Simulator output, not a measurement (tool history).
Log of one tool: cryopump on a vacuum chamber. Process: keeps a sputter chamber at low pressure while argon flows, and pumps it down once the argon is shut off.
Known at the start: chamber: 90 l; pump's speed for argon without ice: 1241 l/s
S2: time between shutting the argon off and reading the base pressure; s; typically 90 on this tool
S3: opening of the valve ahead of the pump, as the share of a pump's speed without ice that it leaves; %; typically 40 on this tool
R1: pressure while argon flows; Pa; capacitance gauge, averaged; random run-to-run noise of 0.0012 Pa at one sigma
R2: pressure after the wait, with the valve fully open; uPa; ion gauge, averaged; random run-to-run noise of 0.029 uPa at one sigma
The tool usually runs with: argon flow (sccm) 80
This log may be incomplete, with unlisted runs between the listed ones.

run 1 day=0.000 | argon_flow_(sccm)=80 S2=90 S3=40 | R1=0.2875 R2=1.76
run 2 day=1.508 | argon_flow_(sccm)=80 S2=90 S3=40 | R1=0.2884 R2=1.71
run 3 day=3.075 | argon_flow_(sccm)=80 S2=90 S3=40 | R1=0.2885 R2=1.75
run 4 day=4.958 | argon_flow_(sccm)=80 S2=90 S3=40 | R1=0.2933 R2=1.80
run 5 day=8.129 | argon_flow_(sccm)=80 S2=90 S3=43 | R1=0.2736 R2=1.82
run 6 day=10.371 | argon_flow_(sccm)=80 S2=90 S3=43 | R1=0.2735 R2=1.84
run 7 day=11.850 | argon_flow_(sccm)=45 S2=90 S3=40 | R1=0.1656 R2=1.86
run 8 day=14.958 | argon_flow_(sccm)=45 S2=90 S3=40 | R1=0.1674 R2=1.91
run 9 day=17.925 | argon_flow_(sccm)=45 S2=90 S3=40 | R1=0.1681 R2=1.95
run 10 day=20.558 | argon_flow_(sccm)=80 S2=21 S3=40 | R1=0.2988 R2=5.75
run 11 day=22.108 | argon_flow_(sccm)=80 S2=90 S3=40 | R1=0.2988 R2=1.96
run 12 day=25.083 | argon_flow_(sccm)=80 S2=90 S3=40 | R1=0.3032 R2=2.06
run 13 day=27.042 | argon_flow_(sccm)=80 S2=90 S3=40 | R1=0.3027 R2=2.07
run 14 day=29.225 | argon_flow_(sccm)=80 S2=90 S3=40 | R1=0.3024 R2=2.00
run 15 day=31.833 | argon_flow_(sccm)=80 S2=90 S3=40 | R1=0.3043 R2=2.15
run 16 day=34.296 | argon_flow_(sccm)=43 S2=90 S3=40 | R1=0.1636 R2=2.14
run 17 day=37.275 | argon_flow_(sccm)=43 S2=90 S3=40 | R1=0.1663 R2=2.20
run 18 day=39.821 | argon_flow_(sccm)=43 S2=90 S3=40 | R1=0.1663 R2=2.30
run 19 day=41.771 | argon_flow_(sccm)=43 S2=44 S3=16 | R1=0.3848 R2=3.43
run 20 day=44.462 | argon_flow_(sccm)=43 S2=44 S3=16 | R1=0.3894 R2=3.47
run 21 day=45.858 | argon_flow_(sccm)=43 S2=44 S3=16 | R1=0.3888 R2=3.56
run 22 day=47.608 | argon_flow_(sccm)=34 S2=122 S3=30 | R1=0.1709 R2=2.05
run 23 day=50.658 | argon_flow_(sccm)=99 S2=50 S3=16 | R1=0.9026 R2=3.28
run 24 day=53.892 | argon_flow_(sccm)=35 S2=49 S3=16 | R1=0.3207 R2=3.42
-- day=56.025 pump warmed up, emptied and cooled again
run 25 day=57.154 | argon_flow_(sccm)=35 S2=49 S3=16 | R1=0.3000 R2=3.13
run 26 day=59.542 | argon_flow_(sccm)=35 S2=49 S3=16 | R1=0.3005 R2=3.07
run 27 day=62.642 | argon_flow_(sccm)=35 S2=49 S3=16 | R1=0.3004 R2=3.12
run 28 day=65.104 | argon_flow_(sccm)=35 S2=134 S3=16 | R1=0.3007 R2=1.84
run 29 day=66.854 | argon_flow_(sccm)=35 S2=74 S3=16 | R1=0.3008 R2=2.45
run 30 day=70.000 | argon_flow_(sccm)=117 S2=130 S3=18 | R1=0.9005 R2=1.90
run 31 day=72.092 | argon_flow_(sccm)=117 S2=130 S3=18 | R1=0.9049 R2=1.86
run 32 day=74.717 | argon_flow_(sccm)=112 S2=44 S3=15 | R1=1.0355 R2=3.48
run 33 day=77.367 | argon_flow_(sccm)=106 S2=104 S3=46 | R1=0.3323 R2=2.20
run 34 day=80.433 | argon_flow_(sccm)=106 S2=104 S3=46 | R1=0.3316 R2=2.26
run 35 day=83.212 | argon_flow_(sccm)=106 S2=104 S3=46 | R1=0.3325 R2=2.27

Same runs, no hidden state in the tool, same run-to-run variation:
The hidden state here: pump's speed, % of a pump's without ice; cold plate's temperature, K; leak into the chamber, uPa l/s; drift of the gauge itself on working_pa, %; drift of the gauge itself on base_upa, %.
run=1 R1=0.2721 R2=1.41
run=2 R1=0.2722 R2=1.36
run=3 R1=0.2716 R2=1.38
run=4 R1=0.2754 R2=1.40
run=5 R1=0.2541 R2=1.39
run=6 R1=0.2529 R2=1.38
run=7 R1=0.1535 R2=1.39
run=8 R1=0.1545 R2=1.40
run=9 R1=0.1542 R2=1.40
run=10 R1=0.2728 R2=5.17
run=11 R1=0.2722 R2=1.37
run=12 R1=0.2745 R2=1.42
run=13 R1=0.2730 R2=1.40
run=14 R1=0.2716 R2=1.32
run=15 R1=0.2717 R2=1.41
run=16 R1=0.1454 R2=1.38
run=17 R1=0.1470 R2=1.39
run=18 R1=0.1462 R2=1.44
run=19 R1=0.3642 R2=2.57
run=20 R1=0.3676 R2=2.57
run=21 R1=0.3667 R2=2.61
run=22 R1=0.1530 R2=1.09
run=23 R1=0.8473 R2=2.27
run=24 R1=0.3000 R2=2.36
run=25 R1=0.2982 R2=2.39
run=26 R1=0.2983 R2=2.32
run=27 R1=0.2976 R2=2.33
run=28 R1=0.2975 R2=1.02
run=29 R1=0.2972 R2=1.63
run=30 R1=0.8867 R2=1.05
run=31 R1=0.8896 R2=0.98
run=32 R1=1.0194 R2=2.56
run=33 R1=0.3154 R2=1.25
run=34 R1=0.3129 R2=1.24
run=35 R1=0.3124 R2=1.24
